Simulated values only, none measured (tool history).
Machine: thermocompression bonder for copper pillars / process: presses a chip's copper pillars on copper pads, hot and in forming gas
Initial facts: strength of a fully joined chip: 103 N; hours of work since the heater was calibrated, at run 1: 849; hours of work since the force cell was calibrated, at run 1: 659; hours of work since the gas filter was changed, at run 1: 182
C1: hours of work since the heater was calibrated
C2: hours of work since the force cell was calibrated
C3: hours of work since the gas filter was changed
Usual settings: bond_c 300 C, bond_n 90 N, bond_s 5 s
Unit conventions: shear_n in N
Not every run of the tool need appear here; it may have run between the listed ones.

run 1 hour=0 | bond_c=300 bond_n=90 bond_s=5 | C1=849 C2=659 C3=182 | shear_n=49.4
run 2 hour=55.9 | bond_c=300 bond_n=90 bond_s=5 | C1=891 C2=701 C3=223 | shear_n=49.8
run 3 hour=98.1 | bond_c=300 bond_n=90 bond_s=5 | C1=923 C2=733 C3=255 | shear_n=50.3
run 4 hour=148.9 | bond_c=300 bond_n=90 bond_s=5 | C1=961 C2=771 C3=293 | shear_n=49.6
-- hour=185.6 forming gas filter changed
run 5 hour=214.9 | bond_c=300 bond_n=90 bond_s=5 | C1=1010 C2=820 C3=22 | shear_n=51.2
-- hour=279.3 heater calibrated with a thermocouple chip
run 6 hour=305.1 | bond_c=300 bond_n=90 bond_s=5 | C1=19 C2=886 C3=88 | shear_n=45.9
run 7 hour=344.1 | bond_c=300 bond_n=90 bond_s=7 | C1=49 C2=915 C3=117 | shear_n=51.2
run 8 hour=408.1 | bond_c=300 bond_n=90 bond_s=6 | C1=96 C2=963 C3=165 | shear_n=48.9
run 9 hour=481.5 | bond_c=300 bond_n=90 bond_s=6 | C1=151 C2=1018 C3=220 | shear_n=48.6
run 10 hour=536.1 | bond_c=300 bond_n=90 bond_s=5 | C1=192 C2=1059 C3=261 | shear_n=45
-- hour=612.2 forming gas filter changed
run 11 hour=622.7 | bond_c=300 bond_n=64 bond_s=5 | C1=257 C2=1123 C3=8 | shear_n=37.7
run 12 hour=680.1 | bond_c=300 bond_n=64 bond_s=5 | C1=300 C2=1166 C3=51 | shear_n=37.6
run 13 hour=774.6 | bond_c=300 bond_n=64 bond_s=5 | C1=371 C2=1237 C3=122 | shear_n=36.8
run 14 hour=826.6 | bond_c=300 bond_n=90 bond_s=5 | C1=409 C2=1276 C3=160 | shear_n=46
-- hour=875 force cell calibrated
run 15 hour=921.1 | bond_c=300 bond_n=90 bond_s=5 | C1=479 C2=35 C3=230 | shear_n=48.7
run 16 hour=959.8 | bond_c=300 bond_n=90 bond_s=5 | C1=508 C2=64 C3=259 | shear_n=48.4
-- hour=1037 forming gas filter changed
run 17 hour=1051.3 | bond_c=300 bond_n=90 bond_s=5 | C1=576 C2=132 C3=11 | shear_n=50.5
run 18 hour=1139.9 | bond_c=300 bond_n=90 bond_s=5 | C1=642 C2=198 C3=77 | shear_n=50.4
run 19 hour=1187.2 | bond_c=300 bond_n=90 bond_s=5 | C1=678 C2=233 C3=112 | shear_n=50
run 20 hour=1257.6 | bond_c=272 bond_n=90 bond_s=5 | C1=731 C2=286 C3=165 | shear_n=33
run 21 hour=1337.6 | bond_c=294 bond_n=108 bond_s=9 | C1=791 C2=346 C3=225 | shear_n=61.3
run 22 hour=1381.1 | bond_c=294 bond_n=108 bond_s=9 | C1=823 C2=379 C3=258 | shear_n=61
run 23 hour=1434.4 | bond_c=271 bond_n=90 bond_s=5 | C1=863 C2=419 C3=298 | shear_n=31.2
-- hour=1460.4 forming gas filter changed
run 24 hour=1516.8 | bond_c=308 bond_n=131 bond_s=9 | C1=924 C2=480 C3=42 | shear_n=79.6
run 25 hour=1563.2 | bond_c=300 bond_n=85 bond_s=8 | C1=959 C2=515 C3=77 | shear_n=57.5
run 26 hour=1615.7 | bond_c=317 bond_n=90 bond_s=10 | C1=998 C2=554 C3=116 | shear_n=74.6
-- hour=1690.7 heater calibrated with a thermocouple chip
run 27 hour=1690.7 | bond_c=317 bond_n=90 bond_s=10 | C1=0 C2=608 C3=171 | shear_n=71.9
run 28 hour=1756.7 | bond_c=317 bond_n=90 bond_s=10 | C1=49 C2=658 C3=220 | shear_n=70.7
run 29 hour=1849.6 | bond_c=317 bond_n=76 bond_s=4 | C1=119 C2=728 C3=290 | shear_n=48.8
-- hour=1885.1 forming gas filter changed
run 30 hour=1890.2 | bond_c=317 bond_n=76 bond_s=4 | C1=149 C2=758 C3=4 | shear_n=49.9
run 31 hour=1933 | bond_c=317 bond_n=76 bond_s=4 | C1=181 C2=790 C3=36 | shear_n=50.7
run 32 hour=2011.3 | bond_c=328 bond_n=67 bond_s=4 | C1=240 C2=848 C3=95 | shear_n=53.3
run 33 hour=2057.5 | bond_c=328 bond_n=67 bond_s=4 | C1=274 C2=883 C3=129 | shear_n=52.1
run 34 hour=2137.6 | bond_c=328 bond_n=67 bond_s=3 | C1=334 C2=943 C3=189 | shear_n=47.2
run 35 hour=2225 | bond_c=328 bond_n=67 bond_s=3 | C1=400 C2=1008 C3=255 | shear_n=47.6
run 36 hour=2300.9 | bond_c=273 bond_n=68 bond_s=7 | C1=457 C2=1065 C3=311 | shear_n=29.5
-- hour=2309 forming gas filter changed
run 37 hour=2347.1 | bond_c=273 bond_n=61 bond_s=3 | C1=491 C2=1099 C3=29 | shear_n=19.8
run 38 hour=2393.3 | bond_c=319 bond_n=118 bond_s=5 | C1=525 C2=1134 C3=63 | shear_n=69.7

Consider 3 possible next runs. They are alternatives, not a sequence: every one starts from the tool as it was left by run 38. What does each give?
run A hour=2472.6 | bond_c=300 bond_n=105 bond_s=4 | C1=585 C2=1193 C3=123 | shear_n=?
run B hour=2472.6 | bond_c=289 bond_n=118 bond_s=4 | C1=585 C2=1193 C3=123 | shear_n=?
run C hour=2472.6 | bond_c=329 bond_n=116 bond_s=5 | C1=585 C2=1193 C3=123 | shear_n=?

run=A shear_n=49.5
run=B shear_n=44.4
run=C shear_n=76
What these runs would have given with no unlogged condition in the tool:
run=A shear_n=49.6
run=B shear_n=44.4
run=C shear_n=76.8
